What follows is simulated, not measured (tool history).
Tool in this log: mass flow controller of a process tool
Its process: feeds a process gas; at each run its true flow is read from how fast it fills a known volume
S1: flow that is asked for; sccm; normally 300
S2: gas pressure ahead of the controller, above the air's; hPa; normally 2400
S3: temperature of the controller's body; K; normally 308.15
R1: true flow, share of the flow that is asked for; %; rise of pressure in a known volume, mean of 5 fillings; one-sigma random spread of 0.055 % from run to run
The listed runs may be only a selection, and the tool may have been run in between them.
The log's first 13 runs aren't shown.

Run 14, hour 3573.6: usual settings but S1 286 sccm. Result: R1 99.31 %.
Run 15, hour 3952.5: usual settings but S1 286 sccm. Result: R1 99.37 %.
Run 16, hour 4147.9: usual settings but S1 286 sccm. Result: R1 99.32 %.
Run 17, hour 4520.4: usual settings but S1 286 sccm. Result: R1 99.37 %.
Run 18, hour 4955.2: usual settings but S1 286 sccm. Result: R1 99.45 %.
Run 19, hour 5198: usual settings but S1 286 sccm. Result: R1 99.27 %.
Run 20, hour 5518.9: usual settings but S1 286 sccm. Result: R1 99.42 %.
Run 21, hour 5851.2: usual settings but S2 1880 hPa, S3 301.15 K. Result: R1 98.83 %.
Run 22, hour 6289.1: usual settings but S1 61 sccm, S2 2560 hPa, S3 297.15 K. Result: R1 97.26 %.
Run 23, hour 6574.2: usual settings but S1 61 sccm, S2 2560 hPa, S3 297.15 K. Result: R1 97.32 %.
Run 24, hour 6887.3: usual settings but S1 146 sccm, S2 1670 hPa, S3 297.15 K. Result: R1 97.41 %.
Run 25, hour 7112.6: usual settings but S1 284 sccm, S2 1610 hPa, S3 312.15 K. Result: R1 99.04 %.
Run 26, hour 7462.3: usual settings but S1 112 sccm, S2 1610 hPa, S3 312.15 K. Result: R1 97.91 %.
Run 27, hour 7808: usual settings but S1 241 sccm. Result: R1 99.15 %.
Run 28, hour 8057.1: usual settings but S1 352 sccm, S2 2320 hPa, S3 312.15 K. Result: R1 99.92 %.
Run 29, hour 8251.2: usual settings but S1 70 sccm, S2 2200 hPa, S3 306.15 K. Result: R1 97.74 %.
Run 30, hour 8522.6: usual settings but S1 63 sccm, S2 1580 hPa, S3 312.15 K. Result: R1 97.61 %.
At hour 8934.3: controller's zero set anew.
Run 31, hour 8941.8: usual settings but S2 1910 hPa, S3 294.15 K. Result: R1 98.31 %.
Run 32, hour 9152.3: usual settings but S1 77 sccm, S2 1780 hPa, S3 296.15 K. Result: R1 96.84 %.
Run 33, hour 9391.3: usual settings but S1 77 sccm, S2 1780 hPa, S3 296.15 K. Result: R1 96.88 %.
Run 34, hour 9615.3: usual settings but S1 310 sccm, S2 2800 hPa, S3 296.15 K. Result: R1 99.16 %.
Run 35, hour 9972.2: usual settings but S1 310 sccm, S2 2800 hPa, S3 296.15 K. Result: R1 99.1 %.
Run 36, hour 10329.7: usual settings but S1 61 sccm, S2 2800 hPa, S3 296.15 K. Result: R1 97.4 %.
Run 37, hour 10626: usual settings but S1 61 sccm, S2 2800 hPa, S3 296.15 K. Result: R1 97.34 %.

Forecast each of these 4 alternatives for the next run:
Run A, hour 10900: usual settings but S1 256 sccm. Result: R1 ?.
Run B, hour 10900: usual settings but S1 61 sccm, S2 2410 hPa, S3 296.15 K. Result: R1 ?.
Run C, hour 10900: usual settings but S2 2110 hPa, S3 305.15 K. Result: R1 ?.
Run D, hour 10900: usual settings but S1 51 sccm, S2 2800 hPa, S3 299.15 K. Result: R1 ?.

run     R1
  A  99.13
  B  97.19
  C  99.12
  D  97.44
Stripped of hidden state, with their random variation kept, the same runs would have yielded:
run     R1
  A  99.13
  B  97.19
  C  99.12
  D  97.43

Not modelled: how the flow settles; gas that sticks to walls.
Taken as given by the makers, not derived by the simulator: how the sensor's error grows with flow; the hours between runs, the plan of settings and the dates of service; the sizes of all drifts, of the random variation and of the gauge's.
